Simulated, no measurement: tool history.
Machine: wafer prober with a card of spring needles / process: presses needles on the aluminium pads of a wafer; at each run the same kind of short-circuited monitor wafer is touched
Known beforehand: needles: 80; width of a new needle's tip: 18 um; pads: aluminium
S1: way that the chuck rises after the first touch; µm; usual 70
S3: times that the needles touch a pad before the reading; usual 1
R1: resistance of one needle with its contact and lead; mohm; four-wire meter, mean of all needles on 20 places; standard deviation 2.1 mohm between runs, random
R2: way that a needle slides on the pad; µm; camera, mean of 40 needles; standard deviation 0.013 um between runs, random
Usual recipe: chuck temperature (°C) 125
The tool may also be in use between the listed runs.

run 1 hour=0.0 | S1=70 chuck_temperature_(°C)=125 S3=1 | R1=265 R2=13.06
-- hour=4.0 tips cleaned on abrasive film
-- hour=19.7 tips cleaned on abrasive film
-- hour=35.4 tips cleaned on abrasive film
-- hour=54.5 tips cleaned on abrasive film
run 2 hour=54.5 | S1=70 chuck_temperature_(°C)=125 S3=1 | R1=238 R2=13.00
-- hour=58.7 height of the first contact set anew
-- hour=70.5 tips cleaned on abrasive film
-- hour=90.1 tips cleaned on abrasive film
-- hour=105.8 tips cleaned on abrasive film
run 3 hour=121.4 | S1=70 chuck_temperature_(°C)=125 S3=1 | R1=270 R2=13.10
-- hour=125.3 tips cleaned on abrasive film
-- hour=144.9 tips cleaned on abrasive film
-- hour=164.5 tips cleaned on abrasive film
run 4 hour=173.2 | S1=70 chuck_temperature_(°C)=125 S3=1 | R1=261 R2=13.08
-- hour=181.1 tips cleaned on abrasive film
-- hour=200.7 tips cleaned on abrasive film
-- hour=216.4 tips cleaned on abrasive film
-- hour=236.0 tips cleaned on abrasive film
run 5 hour=251.0 | S1=70 chuck_temperature_(°C)=98 S3=1 | R1=260 R2=13.03
-- hour=255.0 tips cleaned on abrasive film
-- hour=274.6 tips cleaned on abrasive film
-- hour=286.6 height of the first contact set anew
-- hour=290.6 tips cleaned on abrasive film
-- hour=310.2 tips cleaned on abrasive film
-- hour=329.6 tips cleaned on abrasive film
run 6 hour=339.0 | S1=70 chuck_temperature_(°C)=98 S3=1 | R1=259 R2=13.12
-- hour=346.9 tips cleaned on abrasive film
-- hour=366.3 tips cleaned on abrasive film
-- hour=385.9 tips cleaned on abrasive film
run 7 hour=400.5 | S1=77 chuck_temperature_(°C)=40 S3=2 | R1=229 R2=14.41
-- hour=404.5 tips cleaned on abrasive film
-- hour=424.1 tips cleaned on abrasive film
-- hour=443.7 tips cleaned on abrasive film
run 8 hour=455.5 | S1=87 chuck_temperature_(°C)=56 S3=1 | R1=235 R2=16.23
-- hour=459.6 tips cleaned on abrasive film
-- hour=479.2 tips cleaned on abrasive film
-- hour=494.9 tips cleaned on abrasive film
-- hour=514.5 tips cleaned on abrasive film
-- hour=514.8 height of the first contact set anew
-- hour=534.4 tips cleaned on abrasive film
run 9 hour=534.5 | S1=87 chuck_temperature_(°C)=56 S3=2 | R1=214 R2=16.36
-- hour=550.2 tips cleaned on abrasive film
-- hour=565.9 tips cleaned on abrasive film
-- hour=585.5 tips cleaned on abrasive film
-- hour=605.1 tips cleaned on abrasive film
run 10 hour=613.6 | S1=51 chuck_temperature_(°C)=107 S3=1 | R1=292 R2=9.50
-- hour=621.5 tips cleaned on abrasive film
-- hour=641.1 tips cleaned on abrasive film
-- hour=660.6 tips cleaned on abrasive film
run 11 hour=661.8 | S1=83 chuck_temperature_(°C)=51 S3=2 | R1=220 R2=15.52
-- hour=677.5 tips cleaned on abrasive film
-- hour=697.0 tips cleaned on abrasive film
-- hour=716.6 tips cleaned on abrasive film
-- hour=736.2 tips cleaned on abrasive film
-- hour=741.1 height of the first contact set anew
run 12 hour=741.1 | S1=83 chuck_temperature_(°C)=51 S3=2 | R1=225 R2=15.57

What if the next run were any one of these 3? Each begins from the tool's condition after run 12:
-- hour=752.9 tips cleaned on abrasive film
-- hour=772.5 tips cleaned on abrasive film
-- hour=788.2 tips cleaned on abrasive film
-- hour=807.8 tips cleaned on abrasive film
run A hour=823.0 | S1=70 chuck_temperature_(°C)=66 S3=1 | R1=? R2=?
-- hour=752.9 tips cleaned on abrasive film
-- hour=772.5 tips cleaned on abrasive film
-- hour=788.2 tips cleaned on abrasive film
-- hour=807.8 tips cleaned on abrasive film
run B hour=823.0 | S1=77 chuck_temperature_(°C)=51 S3=2 | R1=? R2=?
-- hour=752.9 tips cleaned on abrasive film
-- hour=772.5 tips cleaned on abrasive film
-- hour=788.2 tips cleaned on abrasive film
-- hour=807.8 tips cleaned on abrasive film
run C hour=823.0 | S1=83 chuck_temperature_(°C)=65 S3=2 | R1=? R2=?

run=A R1=258 R2=13.12
run=B R1=236 R2=14.45
run=C R1=236 R2=15.57
Take away the tool's hidden state, keep each run's random variation, and the runs would have read:
run=A R1=218 R2=13.16
run=B R1=214 R2=14.49
run=C R1=217 R2=15.61

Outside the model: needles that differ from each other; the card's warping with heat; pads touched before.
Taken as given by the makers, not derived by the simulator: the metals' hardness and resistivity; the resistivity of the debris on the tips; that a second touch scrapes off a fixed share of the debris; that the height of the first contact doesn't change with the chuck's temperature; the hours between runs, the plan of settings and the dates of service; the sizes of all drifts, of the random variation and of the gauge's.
